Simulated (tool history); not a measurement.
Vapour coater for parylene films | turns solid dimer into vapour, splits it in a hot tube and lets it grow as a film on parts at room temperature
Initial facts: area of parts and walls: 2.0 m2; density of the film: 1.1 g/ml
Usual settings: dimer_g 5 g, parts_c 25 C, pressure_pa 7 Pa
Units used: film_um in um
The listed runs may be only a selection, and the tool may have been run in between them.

run	day	dimer_g	parts_c	pressure_pa	film_um
1	0	5	25	7	1.497
2	2.038	5	25	7	1.502
3	4.233	5	25	4.57	1.539
4	6.867	5	25	4.57	1.534
5	8.238	5	25	4.57	1.539
6	10.496	5	25	4.57	1.518
# day 10.708: table's thermometer calibrated
7	12.433	5	33	7	1.087
8	14.354	5	25	7	1.462
9	16.138	5	17	6.3	1.982
10	18.338	7	19	2.48	2.798
# day 18.583: table's thermometer calibrated, once more
11	21.188	7	19	2.48	2.714
# day 21.583: trap's valve overhauled
12	23.538	5	17	7.56	2.003
13	25.692	8	27	5.24	2.251
14	28.504	8	27	5.24	2.226
15	30.975	8	27	5.24	2.218
16	32.492	5	23	7	1.575

Consider 5 possible next runs. They are alternatives, not a sequence: every one starts from the tool as it was left by run 16. What does each give?
A	33.825	8	25	7	?
B	33.825	6	23	4.35	?
C	33.825	8	25	7.15	?
D	33.825	4	27	7	?
E	33.825	5	20	7	?

run	film_um
A	2.331
B	1.958
C	2.33
D	1.079
E	1.754
What these runs would have given with no unlogged condition in the tool:
run	film_um
A	2.402
B	2.019
C	2.401
D	1.112
E	1.808
